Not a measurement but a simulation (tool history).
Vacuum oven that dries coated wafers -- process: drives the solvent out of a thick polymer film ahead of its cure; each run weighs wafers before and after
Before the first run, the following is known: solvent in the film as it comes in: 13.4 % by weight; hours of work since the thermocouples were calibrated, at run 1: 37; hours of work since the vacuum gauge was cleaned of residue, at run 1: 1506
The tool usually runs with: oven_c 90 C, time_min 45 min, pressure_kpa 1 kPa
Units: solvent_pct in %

run,hour,oven_c,time_min,pressure_kpa,hours of work since the thermocouples were calibrated,hours of work since the vacuum gauge was cleaned of residue,solvent_pct
1,0,90,45,1,37,1506,0.82
2,108.1,90,45,1,94,1563,0.84
3,158,90,45,1,120,1589,0.84
4,205.4,90,45,2.04,145,1614,1.11
5,289.4,90,45,2.04,189,1658,1.11
6,397.3,90,45,1,245,1714,0.83
7,486.8,90,45,1,292,1761,0.85
8,596.7,90,45,1,350,1819,0.89
9,663.4,90,45,1,385,1854,0.85
10,769.3,90,45,1,440,1909,0.9
11,874.1,90,47,1,495,1964,0.87
12,960.9,90,47,1,541,2009,0.85
13,1048.6,90,47,1,586,2055,0.85
14,1121,90,45,1.44,624,2093,1.06
15,1227.8,90,45,1.44,680,2149,1.06
16,1297.1,90,45,1.44,717,2186,1.09
17,1359.8,90,45,1.44,749,2218,1.15
18,1408.2,90,45,1.44,775,2244,1.1
19,1505.6,90,45,1,826,2295,0.98
# hour 1565.9: oven's thermocouples calibrated
20,1580.8,90,45,1,8,2333,0.92
21,1665.9,90,45,1,52,2378,0.91
22,1774.2,90,45,1,109,2434,0.98
23,1873.5,90,25,1,161,2486,2.28
24,1948.5,90,32,1.22,200,2526,1.67
25,2050.3,90,32,1.22,254,2579,1.68
26,2107.2,96,79,0.91,283,2609,0.47
27,2182.2,96,79,0.91,323,2648,0.43
28,2262.9,96,51,0.91,365,2690,0.49
29,2330.7,99,45,1.7,401,2726,0.61
30,2439.1,99,45,1.7,457,2783,0.64
31,2518.1,88,66,1.7,499,2824,1
32,2625.8,86,31,1.82,555,2880,2.89
33,2700,90,31,3.72,594,2919,2.53
34,2754.8,90,33,3.27,623,2948,2.29
35,2801.2,90,33,3.27,647,2972,2.31
36,2908.2,86,43,3.27,703,3028,2.46
# hour 2972.7: vacuum gauge cleaned of residue and calibrated
37,2999.9,86,43,3.27,750,14,2.15
38,3067.6,96,28,2.28,786,50,1.23
39,3112.9,96,28,2.28,809,73,1.22
# hour 3203.7: oven's thermocouples calibrated
40,3213.3,77,45,0.59,5,125,2.58
41,3268.4,102,45,0.59,34,154,0.15
42,3327.4,102,45,0.59,65,185,0.11
43,3388.7,95,69,1.2,97,217,0.25
44,3473.6,95,69,1.2,141,261,0.34
45,3518,95,35,1.2,165,285,0.63
46,3624.5,95,35,1.2,220,340,0.64

Predict each of these 4 candidate next runs independently; none follows another, all start after run 46:
A,3727.7,85,26,1.09,274,394,?
B,3727.7,90,45,0.58,274,394,?
C,3727.7,90,65,1.2,274,394,?
D,3727.7,90,43,2.37,274,394,?

run,solvent_pct
A,2.99
B,0.57
C,0.47
D,1.18
What these runs would have given with no unlogged condition in the tool:
run,solvent_pct
A,2.88
B,0.5
C,0.42
D,1.1
